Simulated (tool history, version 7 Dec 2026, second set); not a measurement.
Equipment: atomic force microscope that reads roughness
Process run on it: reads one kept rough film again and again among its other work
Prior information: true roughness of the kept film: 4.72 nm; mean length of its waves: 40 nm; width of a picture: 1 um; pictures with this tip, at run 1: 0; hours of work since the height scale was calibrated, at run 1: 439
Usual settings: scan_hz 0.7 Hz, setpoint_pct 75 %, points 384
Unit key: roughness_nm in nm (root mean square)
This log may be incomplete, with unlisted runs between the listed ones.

run   hour  scan_hz  setpoint_pct  points  pictures with this tip  hours of work since the height scale was calibrated  roughness_nm
  1      0      0.7            75     384                       0                                                  439         4.225
  2    7.9      0.7            75     384                      14                                                  444         4.213
  3   16.1      0.7            71     384                      29                                                  449         4.226
  4   26.3      0.7            75     332                      48                                                  456         4.181
  5   39.2      0.7            75     332                      72                                                  465         4.148
  6   54.5      0.7            75     332                     100                                                  475         4.074
  7   63.4      0.7            79     332                     116                                                  481         4.068
  8   71.8      0.7            79     332                     132                                                  487         4.028
  9     83      0.7            79     332                     152                                                  494         3.984
 10   92.2     2.12            57     277                     169                                                  500         3.939
 11  102.1    3.521            60     461                     187                                                  507         3.844
 12  118.6    1.072            65     328                     218                                                  518         3.947
 13  134.8    1.221            77     268                     247                                                  529         3.777
 14  148.8    1.417            60     268                     273                                                  538         3.831
 15  157.6    1.417            60     268                     289                                                  544         3.789
 16  168.9    0.879            75     384                     310                                                  552         3.774
 17  180.1    0.705            75     630                     331                                                  559         3.759

Forecast each of these 3 alternatives for the next run:
  A  186.8    1.025            76     399                     343                                                  563             ?
  B  186.8    2.205            76     998                     343                                                  563             ?
  C  186.8    1.052            69     630                     343                                                  563             ?

run  roughness_nm
  A         3.683
  B         3.574
  C         3.735
With no hidden state in the tool, these same runs would have given:
run  roughness_nm
  A         4.184
  B          4.06
  C         4.245
